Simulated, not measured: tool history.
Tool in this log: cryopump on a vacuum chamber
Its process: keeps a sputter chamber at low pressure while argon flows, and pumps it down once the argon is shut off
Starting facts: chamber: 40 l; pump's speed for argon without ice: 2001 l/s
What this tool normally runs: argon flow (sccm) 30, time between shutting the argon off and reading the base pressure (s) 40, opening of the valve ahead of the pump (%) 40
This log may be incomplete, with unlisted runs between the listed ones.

run	hour	argon flow (sccm)	time between shutting the argon off and reading the base pressure (s)	opening of the valve ahead of the pump (%)	pressure while argon flows (Pa)	pressure after the wait (uPa)
1	0	30	40	40	0.0658	1.51
2	25.8	30	40	40	0.0656	1.52
3	47.7	30	40	40	0.0662	1.47
4	69	30	40	40	0.0651	1.55
5	87.9	30	40	40	0.0658	1.54
6	107.4	30	40	40	0.0663	1.54
7	128.1	30	40	40	0.0666	1.54
8	143.6	30	40	40	0.0674	1.55
9	164.4	30	40	40	0.0666	1.58
10	195.3	36	40	18	0.1727	1.55
11	213.7	55	44	52	0.096	1.49
12	234.4	14	46	26	0.0467	1.53
13	256.5	19	288	29	0.0572	0.99
14	285.9	30	154	40	0.0677	1.05
15	314.3	23	285	48	0.0441	0.96
16	330.9	23	285	48	0.0444	1
17	351.1	14	23	46	0.0288	2.14
18	379	14	23	46	0.0281	2.23

3 options for the next run, each taken on its own from the tool as it stands now. Forecast them:
A	398.5	30	134	40	?	?
B	398.5	23	279	37	?	?
C	398.5	54	57	54	?	?

run	pressure while argon flows (Pa)	pressure after the wait (uPa)
A	0.0689	1.1
B	0.0561	0.97
C	0.0925	1.48
Without the tool's unlogged condition, the same runs would have read:
run	pressure while argon flows (Pa)	pressure after the wait (uPa)
A	0.0638	0.35
B	0.0522	0.23
C	0.0833	0.71

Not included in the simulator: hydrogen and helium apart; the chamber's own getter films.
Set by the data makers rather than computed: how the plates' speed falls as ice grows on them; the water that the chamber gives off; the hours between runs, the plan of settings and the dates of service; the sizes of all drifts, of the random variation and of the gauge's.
